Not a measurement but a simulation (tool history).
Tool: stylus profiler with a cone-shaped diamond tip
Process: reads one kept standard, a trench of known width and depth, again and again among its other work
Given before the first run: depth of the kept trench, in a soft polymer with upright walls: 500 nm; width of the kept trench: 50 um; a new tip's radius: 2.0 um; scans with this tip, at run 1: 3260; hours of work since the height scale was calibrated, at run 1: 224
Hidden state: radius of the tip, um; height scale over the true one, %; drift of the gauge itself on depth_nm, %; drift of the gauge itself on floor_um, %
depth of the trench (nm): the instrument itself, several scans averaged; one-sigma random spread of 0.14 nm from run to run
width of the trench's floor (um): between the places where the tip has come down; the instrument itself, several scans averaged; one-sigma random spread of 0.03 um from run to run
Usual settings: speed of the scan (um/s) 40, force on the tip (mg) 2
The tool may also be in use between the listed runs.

run	hour	speed of the scan (um/s)	force on the tip (mg)	scans with this tip	hours of work since the height scale was calibrated	depth of the trench (nm)	width of the trench's floor (um)
1	0	40	2	3260	224	503.4	46.84
2	6.5	40	2	3300	226	503.62	46.77
3	14.5	40	2	3348	230	503.19	46.79
4	29.3	40	2	3438	236	503.49	46.78
5	42.3	40	2	3517	241	503.27	46.79
6	56	40	3.59	3601	247	505.31	46.84
7	69	40	2	3680	252	503.44	46.8
8	80.9	40	2	3752	257	503.35	46.77
9	88.8	40	2	3800	261	503.37	46.79
10	95.6	40	2	3842	264	503.57	46.77
11	102.8	40	3.37	3886	267	504.93	46.79
12	117.6	40	3.37	3975	273	504.67	46.76
13	130.6	40	3.37	4054	278	504.91	46.8
14	144.6	40	3.37	4139	284	504.92	46.76
15	152.6	40	2	4188	287	503.26	46.79
16	167.2	40	2	4277	293	503.44	46.8
17	176.3	40	2	4332	297	503.31	46.71
18	188.5	40	2.26	4406	302	503.41	46.67
19	196.7	40	2.26	4456	306	503.49	46.76
20	209.9	32	2.26	4537	311	503.52	46.76
21	223.1	40	1.29	4616	317	502.04	46.64
22	235.3	40	1.29	4691	322	502.29	46.63
23	248.2	40	1.29	4770	327	502.25	46.58
24	257.2	40	1.29	4824	331	502.07	46.58
25	267.4	43	0.9	4886	335	501.46	46.55
26	277.3	43	0.9	4946	339	501.44	46.56
27	288.9	11	1.64	5017	344	502.57	46.77
28	298.1	30	3.36	5073	348	505.09	46.75
29	307.4	40	1.91	5129	352	502.84	46.72
30	314.9	70	1.35	5175	355	502.11	46.42
31	328.7	34	1.55	5259	361	502.27	46.64
32	342.9	19	1.05	5345	367	501.56	46.68
33	350.2	13	4.09	5390	370	505.63	46.8
34	365.6	40	0.71	5483	376	500.94	46.43
35	372.2	26	5.6	5524	379	506.99	46.75
36	382.2	45	1.92	5584	383	502.92	46.61
37	397.4	40	3.95	5677	389	505.15	46.66
38	412.3	40	1.34	5767	396	501.86	46.55
39	426.3	40	1.34	5852	401	502.04	46.56
40	437.4	50	2.91	5920	406	504.04	46.56
41	443.9	27	1.16	5959	409	501.77	46.56
42	459.5	97	2.85	6054	415	504.05	46.34
43	468.6	40	0.99	6110	419	501.49	46.43
44	480.2	40	0.99	6180	424	501.43	46.5
45	491.2	13	2.81	6247	429	503.89	46.75
46	504.8	26	2.65	6329	434	503.81	46.66
47	513.5	11	2.24	6382	438	503.38	46.7

Difference, measured minus no-hidden-state, one row per run. Run-to-run variation is common to both terms; the gauge's own scatter need not be:
run	depth of the trench (nm)	width of the trench's floor (um)
1	-0.63	-0.31
2	-0.64	-0.32
3	-0.65	-0.33
4	-0.67	-0.34
5	-0.68	-0.35
6	-0.69	-0.36
7	-0.7	-0.36
8	-0.72	-0.37
9	-0.73	-0.37
10	-0.73	-0.37
11	-0.75	-0.38
12	-0.76	-0.39
13	-0.77	-0.39
14	-0.79	-0.41
15	-0.8	-0.4
16	-0.81	-0.42
17	-0.82	-0.42
18	-0.84	-0.42
19	-0.84	-0.43
20	-0.85	-0.44
21	-0.87	-0.44
22	-0.88	-0.46
23	-0.89	-0.46
24	-0.91	-0.46
25	-0.91	-0.47
26	-0.92	-0.48
27	-0.94	-0.49
28	-0.95	-0.49
29	-0.96	-0.5
30	-0.97	-0.5
31	-0.98	-0.51
32	-1	-0.51
33	-1.01	-0.51
34	-1.02	-0.53
35	-1.04	-0.52
36	-1.04	-0.54
37	-1.06	-0.54
38	-1.07	-0.55
39	-1.08	-0.56
40	-1.1	-0.56
41	-1.11	-0.57
42	-1.12	-0.58
43	-1.13	-0.58
44	-1.14	-0.58
45	-1.15	-0.59
46	-1.17	-0.6
47	-1.18	-0.6
